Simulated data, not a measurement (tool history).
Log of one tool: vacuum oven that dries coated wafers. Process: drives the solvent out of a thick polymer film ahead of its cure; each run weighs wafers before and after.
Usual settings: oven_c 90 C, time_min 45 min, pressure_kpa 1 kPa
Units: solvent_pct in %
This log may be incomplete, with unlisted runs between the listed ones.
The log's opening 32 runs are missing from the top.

run	hour	oven_c	time_min	pressure_kpa	hours of work since the thermocouples were calibrated	hours of work since the vacuum gauge was cleaned of residue	solvent_pct
33	1268	90	60	2.04	1006	1271	5.03
34	1305.5	90	49	2.04	1036	1301	6.11
35	1339.6	88	27	1.79	1063	1328	10.46
36	1371.7	80	45	0.52	1088	1354	8.56
37	1418.3	86	45	1	1125	1391	7.14
38	1450.1	101	45	3	1151	1416	3.98
39	1502.2	101	32	0.79	1192	1457	4.46
40	1553.6	97	64	3.65	1233	1498	4.03
41	1599	97	64	3.65	1269	1534	4.07
42	1631.8	77	45	0.89	1295	1560	9.99
43	1661.1	77	44	0.89	1318	1583	10.23
44	1694.5	95	29	0.9	1345	1610	6.98
45	1744.8	79	27	0.73	1384	1650	12.37
46	1786.8	79	27	0.73	1418	1683	12.56
47	1823.3	90	80	1.64	1447	1712	3.3
48	1850.5	79	36	0.74	1468	1734	10.71

Forecast each of these 3 alternatives for the next run:
A	1879	97	36	0.95	1491	1756	?
B	1879	83	54	0.78	1491	1756	?
C	1879	79	62	0.74	1491	1756	?

run	solvent_pct
A	5.06
B	6.65
C	7.04
Had the tool no hidden state, the same runs would have come out as:
run	solvent_pct
A	5.08
B	6.67
C	7.06
